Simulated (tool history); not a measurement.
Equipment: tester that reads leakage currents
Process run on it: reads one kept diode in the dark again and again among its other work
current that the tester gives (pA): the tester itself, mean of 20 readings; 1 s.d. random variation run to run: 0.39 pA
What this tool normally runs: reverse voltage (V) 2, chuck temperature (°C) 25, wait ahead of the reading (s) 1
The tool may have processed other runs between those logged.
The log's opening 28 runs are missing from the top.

run,hour,reverse voltage (V),chuck temperature (°C),wait ahead of the reading (s),hours of work since the probe card was cleaned,hours of work since the tester was calibrated,hours of work since the chuck was calibrated,current that the tester gives (pA)
29,3732.4,2,36,1,1383,1579,1589,239.48
# hour 3761.9: chuck's temperature calibrated
30,3880.6,2,30,1.22,1463,1659,65,184.33
31,3959,2,36,2.63,1506,1702,108,276.84
32,4091.8,10.27,49,1.79,1579,1774,181,1348.09
33,4197.2,14.28,27,0.31,1637,1832,238,366.14
34,4368.6,14.28,27,0.31,1730,1926,332,361.07
35,4462,4.7,38,0.31,1782,1977,383,455.49
36,4568.2,4.7,38,0.31,1840,2035,441,453.46
37,4668.9,4.7,29,7.94,1895,2090,496,239.43
38,4793.3,1.56,32,1.57,1963,2158,564,179.02

5 ways to go on from here, each from the tool as it stands after run 38. What would each give?
A,4966,1.27,44,1,2057,2253,659,?
B,4966,7.63,35,2.94,2057,2253,659,?
C,4966,17.62,25,2.42,2057,2253,659,?
D,4966,1.97,24,1.57,2057,2253,659,?
E,4966,3.16,49,0.62,2057,2253,659,?

run,current that the tester gives (pA)
A,367.13
B,445.47
C,334.9
D,111.1
E,757.56
With no hidden state in the tool, these same runs would have given:
run,current that the tester gives (pA)
A,403.16
B,478.03
C,335.1
D,119.78
E,828.74
